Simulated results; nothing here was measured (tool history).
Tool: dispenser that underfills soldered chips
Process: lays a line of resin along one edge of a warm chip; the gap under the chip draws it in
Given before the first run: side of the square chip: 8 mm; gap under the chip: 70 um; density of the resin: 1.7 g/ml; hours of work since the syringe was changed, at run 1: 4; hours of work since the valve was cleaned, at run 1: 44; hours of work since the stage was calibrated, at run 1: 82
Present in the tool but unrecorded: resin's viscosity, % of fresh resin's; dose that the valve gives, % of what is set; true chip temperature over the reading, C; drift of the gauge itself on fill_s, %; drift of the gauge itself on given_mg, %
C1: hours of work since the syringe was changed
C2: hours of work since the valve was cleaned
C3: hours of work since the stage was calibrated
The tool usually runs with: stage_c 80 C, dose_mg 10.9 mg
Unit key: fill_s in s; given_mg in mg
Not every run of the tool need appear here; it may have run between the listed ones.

run 1 hour=0 | stage_c=80 dose_mg=10.9 | C1=4 C2=44 C3=82 | fill_s=44 given_mg=10.78
-- hour=2.5 new syringe of resin
run 2 hour=4 | stage_c=80 dose_mg=10.9 | C1=1 C2=47 C3=84 | fill_s=33.3 given_mg=10.63
run 3 hour=7.8 | stage_c=80 dose_mg=10.9 | C1=3 C2=49 C3=87 | fill_s=40.3 given_mg=10.61
-- hour=10.8 new syringe of resin
run 4 hour=14.6 | stage_c=80 dose_mg=10.9 | C1=2 C2=53 C3=91 | fill_s=38 given_mg=10.68
run 5 hour=17.6 | stage_c=80 dose_mg=10.9 | C1=4 C2=55 C3=93 | fill_s=45 given_mg=10.59
-- hour=19.3 new syringe of resin
run 6 hour=21.3 | stage_c=80 dose_mg=9.7 | C1=1 C2=58 C3=95 | fill_s=35.3 given_mg=9.56
run 7 hour=24.9 | stage_c=80 dose_mg=9.7 | C1=4 C2=60 C3=97 | fill_s=42.9 given_mg=9.48
-- hour=27.5 new syringe of resin
run 8 hour=29.5 | stage_c=80 dose_mg=9.7 | C1=1 C2=63 C3=100 | fill_s=36.4 given_mg=9.55
run 9 hour=33.6 | stage_c=80 dose_mg=12.4 | C1=4 C2=66 C3=103 | fill_s=43.5 given_mg=12.08
-- hour=36 new syringe of resin
run 10 hour=37 | stage_c=80 dose_mg=12.4 | C1=1 C2=68 C3=105 | fill_s=32.2 given_mg=12.13
run 11 hour=43.7 | stage_c=77 dose_mg=10.9 | C1=5 C2=72 C3=109 | fill_s=52.4 given_mg=10.53
-- hour=44.4 new syringe of resin
run 12 hour=49.2 | stage_c=71 dose_mg=10.9 | C1=3 C2=75 C3=113 | fill_s=55.3 given_mg=10.58
-- hour=53.1 new syringe of resin
run 13 hour=56 | stage_c=68 dose_mg=10.9 | C1=2 C2=80 C3=117 | fill_s=53.5 given_mg=10.48
run 14 hour=60.1 | stage_c=68 dose_mg=10.9 | C1=5 C2=82 C3=120 | fill_s=68.7 given_mg=10.5
-- hour=61.7 new syringe of resin
run 15 hour=64.4 | stage_c=68 dose_mg=10.9 | C1=2 C2=85 C3=122 | fill_s=54 given_mg=10.55
run 16 hour=69.1 | stage_c=68 dose_mg=10.9 | C1=5 C2=88 C3=125 | fill_s=69.9 given_mg=10.48
-- hour=70.4 new syringe of resin
run 17 hour=73.8 | stage_c=72 dose_mg=10.9 | C1=2 C2=91 C3=128 | fill_s=49.2 given_mg=10.37
run 18 hour=76.9 | stage_c=76 dose_mg=10.9 | C1=4 C2=93 C3=130 | fill_s=51.2 given_mg=10.37
-- hour=78.7 new syringe of resin
run 19 hour=80.4 | stage_c=85 dose_mg=10 | C1=1 C2=95 C3=132 | fill_s=30.7 given_mg=9.64
run 20 hour=84.6 | stage_c=85 dose_mg=10 | C1=4 C2=98 C3=135 | fill_s=38.7 given_mg=9.57
-- hour=86.9 new syringe of resin
run 21 hour=91.7 | stage_c=85 dose_mg=10 | C1=3 C2=102 C3=140 | fill_s=35.2 given_mg=9.61
-- hour=95.2 new syringe of resin
run 22 hour=96.2 | stage_c=81 dose_mg=13.8 | C1=1 C2=105 C3=142 | fill_s=30.7 given_mg=13.2
run 23 hour=101 | stage_c=89 dose_mg=11.8 | C1=4 C2=108 C3=146 | fill_s=32.5 given_mg=11.27
-- hour=103.5 new syringe of resin
run 24 hour=106.4 | stage_c=94 dose_mg=12.8 | C1=2 C2=111 C3=149 | fill_s=24.5 given_mg=12.25
-- hour=111.9 new syringe of resin
run 25 hour=111.9 | stage_c=79 dose_mg=11.2 | C1=0 C2=115 C3=152 | fill_s=32 given_mg=10.61
run 26 hour=116.2 | stage_c=76 dose_mg=13.7 | C1=3 C2=118 C3=155 | fill_s=43.3 given_mg=13.04
-- hour=120.4 new syringe of resin
run 27 hour=122 | stage_c=78 dose_mg=12.6 | C1=1 C2=121 C3=159 | fill_s=35.3 given_mg=11.92
-- hour=128.7 new syringe of resin
run 28 hour=129 | stage_c=86 dose_mg=11 | C1=0 C2=126 C3=163 | fill_s=26.2 given_mg=10.29
run 29 hour=136.2 | stage_c=86 dose_mg=11 | C1=5 C2=130 C3=168 | fill_s=39.5 given_mg=10.5
-- hour=137 new syringe of resin
run 30 hour=143.1 | stage_c=86 dose_mg=13 | C1=4 C2=135 C3=172 | fill_s=36.1 given_mg=12.28
-- hour=145.3 new syringe of resin
run 31 hour=147.6 | stage_c=68 dose_mg=13 | C1=1 C2=138 C3=175 | fill_s=52 given_mg=12.33
-- hour=153.9 new syringe of resin
run 32 hour=154.6 | stage_c=74 dose_mg=11.7 | C1=0 C2=142 C3=179 | fill_s=36.9 given_mg=11
run 33 hour=158.1 | stage_c=87 dose_mg=13.1 | C1=3 C2=144 C3=182 | fill_s=31 given_mg=12.31
-- hour=160.5 dispensing valve cleaned and set on the balance
-- hour=163.5 new syringe of resin
run 34 hour=163.6 | stage_c=95 dose_mg=9.8 | C1=0 C2=2 C3=184 | fill_s=20.5 given_mg=9.77
run 35 hour=169.4 | stage_c=95 dose_mg=9.8 | C1=4 C2=6 C3=188 | fill_s=29 given_mg=9.59
-- hour=171.7 new syringe of resin
run 36 hour=173 | stage_c=95 dose_mg=9.8 | C1=1 C2=8 C3=190 | fill_s=22.2 given_mg=9.83

Here are 3 independent what-if runs from the current tool condition. What would each one return?
-- hour=180.1 new syringe of resin
run A hour=180.1 | stage_c=82 dose_mg=9.6 | C1=0 C2=12 C3=195 | fill_s=? given_mg=?
-- hour=180.1 new syringe of resin
run B hour=180.1 | stage_c=67 dose_mg=9.4 | C1=0 C2=12 C3=195 | fill_s=? given_mg=?
-- hour=180.1 new syringe of resin
run C hour=180.1 | stage_c=67 dose_mg=9.8 | C1=0 C2=12 C3=195 | fill_s=? given_mg=?

run=A fill_s=30.2 given_mg=9.55
run=B fill_s=48.8 given_mg=9.34
run=C fill_s=47.8 given_mg=9.71
Stripped of hidden state, with their random variation kept, the same runs would have yielded:
run=A fill_s=29.1 given_mg=9.62
run=B fill_s=46.8 given_mg=9.41
run=C fill_s=45.9 given_mg=9.78

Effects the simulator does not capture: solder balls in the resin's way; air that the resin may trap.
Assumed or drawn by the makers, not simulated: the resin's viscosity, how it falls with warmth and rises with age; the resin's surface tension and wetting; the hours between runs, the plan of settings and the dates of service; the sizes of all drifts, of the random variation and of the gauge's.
